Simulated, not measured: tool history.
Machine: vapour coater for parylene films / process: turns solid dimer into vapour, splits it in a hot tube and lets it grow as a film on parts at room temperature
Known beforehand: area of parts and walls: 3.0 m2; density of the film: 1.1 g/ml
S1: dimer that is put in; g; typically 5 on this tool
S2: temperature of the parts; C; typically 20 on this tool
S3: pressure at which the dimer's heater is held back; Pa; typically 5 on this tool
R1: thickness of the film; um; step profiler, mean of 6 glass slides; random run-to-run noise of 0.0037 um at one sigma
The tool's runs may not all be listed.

run     day  S1  S2    S3     R1
  1       0   5  20     5  0.839
  2   2.612   5  20  7.52  0.753
      3.683  -- trap's valve overhauled
  3   4.571   5  20  7.52  0.719
  4   7.004   5  20  7.52  0.713
      8.883  -- trap's valve overhauled, once more
  5   9.096   5  20     5  0.904
  6  11.492   5  20  5.56  0.871
  7  14.033   5  12     5  1.287
  8  15.446   5  15     5  1.111
  9   16.85   3  15     5  0.659
 10  19.121   3  15     5  0.657
     20.679  -- trap's valve overhauled
 11  21.921   5  20   2.6  1.078
 12  24.417   5  20   2.6  1.064
     25.133  -- table's thermometer calibrated
 13  25.762   5  20  3.27  0.927
 14  27.658   5  20  3.27  0.914
 15  28.825   5  20     5  0.823
 16  30.083   5  20     5  0.816
 17  31.862   5  20     5  0.815
     32.571  -- trap's valve overhauled
 18   34.05   5  20     5  0.857
 19  35.712   5  20     5  0.856
 20  37.092   5  20     5  0.853
 21  38.196   5  14     5  1.131
 22  40.596   5  26     5  0.626
 23  43.033   2  28  2.89  0.261
     44.317  -- trap's valve overhauled
 24  44.838   2  28  2.89  0.278
 25  47.483   5  20  2.19  1.074
 26  49.517   3  14     5   0.69
 27  51.696   3  27  6.06  0.354
 28  54.271   5  20  3.23  0.941
     56.217  -- trap's valve overhauled
 29  56.992   5  28  2.24   0.75
 30  59.125   6  32  4.81  0.616
 31  61.562   6  32  4.81  0.613
 32  62.821   6  32  4.81   0.61
     63.088  -- table's thermometer calibrated
 33  65.321   6  32  4.81   0.56
 34  66.717   3  20     5   0.49
     68.162  -- trap's valve overhauled
 35  68.838   8  20     5  1.395
 36  71.421   8  26  3.37  1.144
 37  73.012   3  16  5.26    0.6
 38  74.162   4  14  2.73   1.05
 39  76.254   4  27     5  0.483
 40  78.725   5  14  9.06  0.956
     80.004  -- trap's valve overhauled
 41  81.217   8  30  7.87  0.788
 42  82.467   3  22  5.16  0.476

Consider 3 possible next runs. They are alternatives, not a sequence: every one starts from the tool as it was left by run 42. What does each give?
  A  84.342   4  22    3.8   ?
  B  84.342   4  20  10.51   ?
  C  84.342   3  17   4.55   ?

run     R1
  A  0.674
  B  0.581
  C  0.622
Stripped of hidden state, with their random variation kept, the same runs would have yielded:
run     R1
  A   0.66
  B   0.57
  C  0.609
